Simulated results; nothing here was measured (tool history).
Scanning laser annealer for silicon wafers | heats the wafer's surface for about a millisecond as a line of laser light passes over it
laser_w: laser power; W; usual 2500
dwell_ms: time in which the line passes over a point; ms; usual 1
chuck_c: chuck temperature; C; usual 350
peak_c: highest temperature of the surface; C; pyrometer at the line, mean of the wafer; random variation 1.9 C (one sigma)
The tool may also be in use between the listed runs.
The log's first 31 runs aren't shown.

| run | day | laser_w | dwell_ms | chuck_c | hours of work since the window was cleaned | hours of work since the power meter was calibrated | hours of work since the optics were aligned | peak_c |
|---|---|---|---|---|---|---|---|---|
| 32 | 44.704 | 2500 | 1 | 321 | 401 | 1554 | 1221 | 1074 |
| 33 | 46.704 | 2664 | 1 | 354 | 427 | 1580 | 1246 | 1161 |
| 34 | 47.758 | 2653 | 1.12 | 311 | 440 | 1593 | 1260 | 1173 |
| 35 | 48.621 | 2647 | 0.74 | 346 | 451 | 1604 | 1271 | 1015 |
| 36 | 50.396 | 2276 | 1.2 | 384 | 474 | 1627 | 1293 | 1135 |
| 37 | 51.504 | 2276 | 1.2 | 384 | 488 | 1641 | 1307 | 1128 |
| 38 | 52.425 | 2392 | 1.2 | 313 | 499 | 1652 | 1319 | 1101 |
| 39 | 53.796 | 2478 | 1.01 | 371 | 517 | 1670 | 1336 | 1116 |
| 40 | 54.975 | 2525 | 1 | 335 | 532 | 1685 | 1351 | 1086 |

Forecast each of these 3 alternatives for the next run:
| A | 56.525 | 2422 | 1 | 350 | 552 | 1704 | 1371 | ? |
| B | 56.525 | 2702 | 0.87 | 329 | 552 | 1704 | 1371 | ? |
| C | 56.525 | 2332 | 1 | 350 | 552 | 1704 | 1371 | ? |

| run | peak_c |
|---|---|
| A | 1066 |
| B | 1080 |
| C | 1034 |
Without the tool's hidden state the same runs would have given:
| run | peak_c |
|---|---|
| A | 1104 |
| B | 1120 |
| C | 1070 |
